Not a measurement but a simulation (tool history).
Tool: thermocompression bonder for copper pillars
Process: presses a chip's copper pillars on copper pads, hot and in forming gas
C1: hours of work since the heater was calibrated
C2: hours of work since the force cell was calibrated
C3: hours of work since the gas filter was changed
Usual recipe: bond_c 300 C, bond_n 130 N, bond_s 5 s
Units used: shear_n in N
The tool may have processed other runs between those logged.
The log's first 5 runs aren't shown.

{"run": 6, "day": 12.996, "bond_c": 300, "bond_n": 130, "bond_s": 4, "C1": 304, "C2": 1005, "C3": 106, "shear_n": 45.3}
{"run": 7, "day": 16.867, "bond_c": 300, "bond_n": 130, "bond_s": 5, "C1": 369, "C2": 1070, "C3": 171, "shear_n": 48.1}
{"run": 8, "day": 19.525, "bond_c": 300, "bond_n": 130, "bond_s": 5, "C1": 413, "C2": 1115, "C3": 215, "shear_n": 46.9}
{"run": 9, "day": 22.583, "bond_c": 300, "bond_n": 130, "bond_s": 5, "C1": 464, "C2": 1166, "C3": 266, "shear_n": 47.0}
{"run": 10, "day": 25.808, "bond_c": 300, "bond_n": 130, "bond_s": 5, "C1": 518, "C2": 1220, "C3": 320, "shear_n": 46.3}
{"run": 11, "day": 28.654, "bond_c": 300, "bond_n": 130, "bond_s": 5, "C1": 566, "C2": 1267, "C3": 368, "shear_n": 45.0}
{"run": 12, "day": 30.988, "bond_c": 300, "bond_n": 130, "bond_s": 5, "C1": 605, "C2": 1306, "C3": 407, "shear_n": 45.8}
{"day": 32.792, "done": "forming gas filter changed"}
{"day": 33.608, "done": "force cell calibrated"}
{"run": 13, "day": 34.842, "bond_c": 300, "bond_n": 130, "bond_s": 5, "C1": 668, "C2": 21, "C3": 33, "shear_n": 49.4}
{"run": 14, "day": 36.688, "bond_c": 300, "bond_n": 158, "bond_s": 5, "C1": 699, "C2": 52, "C3": 64, "shear_n": 55.2}
{"run": 15, "day": 40.004, "bond_c": 300, "bond_n": 158, "bond_s": 5, "C1": 754, "C2": 107, "C3": 120, "shear_n": 54.3}
{"run": 16, "day": 44.046, "bond_c": 300, "bond_n": 158, "bond_s": 5, "C1": 822, "C2": 175, "C3": 187, "shear_n": 53.1}
{"run": 17, "day": 47.146, "bond_c": 300, "bond_n": 158, "bond_s": 5, "C1": 873, "C2": 226, "C3": 239, "shear_n": 53.6}
{"run": 18, "day": 48.875, "bond_c": 300, "bond_n": 158, "bond_s": 5, "C1": 902, "C2": 255, "C3": 268, "shear_n": 53.8}
{"run": 19, "day": 51.267, "bond_c": 300, "bond_n": 158, "bond_s": 5, "C1": 942, "C2": 295, "C3": 308, "shear_n": 52.0}
{"run": 20, "day": 54.462, "bond_c": 300, "bond_n": 158, "bond_s": 5, "C1": 996, "C2": 349, "C3": 361, "shear_n": 51.5}
{"day": 57.85, "done": "force cell calibrated, once more"}
{"run": 21, "day": 58.017, "bond_c": 311, "bond_n": 130, "bond_s": 4, "C1": 1054, "C2": 3, "C3": 420, "shear_n": 49.4}
{"day": 59.15, "done": "forming gas filter changed"}
{"run": 22, "day": 59.967, "bond_c": 293, "bond_n": 173, "bond_s": 4, "C1": 1086, "C2": 35, "C3": 14, "shear_n": 56.2}
{"day": 60.8, "done": "heater calibrated with a thermocouple chip"}
{"run": 23, "day": 63.325, "bond_c": 300, "bond_n": 106, "bond_s": 5, "C1": 42, "C2": 90, "C3": 68, "shear_n": 43.1}

What will run 24 give?
{"run": 24, "day": 67.238, "bond_c": 282, "bond_n": 173, "bond_s": 4, "C1": 108, "C2": 155, "C3": 134, "shear_n": "?"}

Run 24 gave shear_n 44.5 N.
Take away the tool's hidden state, keep the run-to-run variation as it was, and the same run would have given shear_n 46.0 N.
